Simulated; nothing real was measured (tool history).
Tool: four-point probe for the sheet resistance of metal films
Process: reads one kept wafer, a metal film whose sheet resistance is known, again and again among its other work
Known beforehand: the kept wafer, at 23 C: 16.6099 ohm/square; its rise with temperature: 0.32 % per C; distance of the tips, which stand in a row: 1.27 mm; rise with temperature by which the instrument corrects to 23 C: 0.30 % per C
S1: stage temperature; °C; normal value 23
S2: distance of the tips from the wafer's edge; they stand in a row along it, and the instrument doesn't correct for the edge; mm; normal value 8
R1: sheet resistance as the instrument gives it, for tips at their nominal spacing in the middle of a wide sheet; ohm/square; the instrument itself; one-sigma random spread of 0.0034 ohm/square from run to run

run 1 hour=0 | S1=23 S2=8 | R1=16.854569
run 2 hour=74.6 | S1=23 S2=8 | R1=16.848461
run 3 hour=150.3 | S1=23 S2=8 | R1=16.843854
run 4 hour=223.8 | S1=23 S2=8 | R1=16.853321
run 5 hour=293.3 | S1=23 S2=8 | R1=16.850468
run 6 hour=360 | S1=23 S2=8 | R1=16.852851
run 7 hour=431.2 | S1=23 S2=8 | R1=16.856599
run 8 hour=483 | S1=23 S2=8 | R1=16.852564
run 9 hour=524.1 | S1=23 S2=8 | R1=16.855865
run 10 hour=591.7 | S1=33 S2=4 | R1=17.511246
run 11 hour=666.9 | S1=33 S2=4 | R1=17.510222
run 12 hour=727.6 | S1=30 S2=5 | R1=17.189861
run 13 hour=805.5 | S1=28 S2=60 | R1=16.634725
run 14 hour=855.8 | S1=28 S2=60 | R1=16.629821
run 15 hour=933.4 | S1=19 S2=25 | R1=16.625788
run 16 hour=994.2 | S1=32 S2=25 | R1=16.663473

Not shown here: 1 entry made in the log between runs. Locate each between two listed runs and compare the hidden state at the listed run before it with the hidden state at the listed run after it:
Run 11 -> run 12: stage's thermometer calibrated (hour 698.2)
  inner tips' distance over the nominal, %: 0.009 -> 0.012; tips' flats over new ones', %: 22 -> 23; wafer's true temperature over the reading, C: 0.43 -> 0
  measured value less the no-hidden-state value, R1: +0.024909 -> +0.00249 ohm/square
